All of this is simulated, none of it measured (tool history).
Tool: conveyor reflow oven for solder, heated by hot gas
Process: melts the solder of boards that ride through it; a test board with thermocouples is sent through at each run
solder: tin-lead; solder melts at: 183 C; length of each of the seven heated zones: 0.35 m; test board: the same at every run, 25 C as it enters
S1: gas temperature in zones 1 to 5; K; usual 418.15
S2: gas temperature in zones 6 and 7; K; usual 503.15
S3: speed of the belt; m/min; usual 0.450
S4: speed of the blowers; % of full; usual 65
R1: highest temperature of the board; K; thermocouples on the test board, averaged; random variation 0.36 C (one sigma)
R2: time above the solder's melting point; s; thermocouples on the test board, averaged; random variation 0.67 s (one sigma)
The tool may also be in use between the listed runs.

run   hour      S1      S2     S3  S4      R1    R2
  1    0.0  418.15  503.15  0.450  65  491.95  76.8
  2   40.0  424.15  503.15  0.450  65  492.15  82.2
     117.9  -- flux residue cleaned out of gas plates and filters
  3  117.9  418.15  508.15  0.450  65  497.25  80.5
  4  160.3  418.15  508.15  0.450  65  496.95  81.5
  5  207.6  418.15  503.15  0.450  65  491.75  78.4
  6  254.2  418.15  503.15  0.450  65  492.65  78.5
  7  319.3  418.15  503.15  0.450  51  488.95  75.2
  8  368.0  418.15  503.15  0.478  58  488.85  70.1
     392.0  -- thermocouples of zones 6 and 7 changed
     436.9  -- belt drive overhauled, speed set with a stopwatch
  9  440.8  418.15  503.15  0.478  58  486.55  63.6

Run 10 comes next. What will it give?
 10  497.0  410.15  503.15  0.443  65   ?   ?

R1: 488.65 K
R2: 69.5 s
Without the tool's hidden state the same run would have given R1 489.45 K, R2 70.5 s.
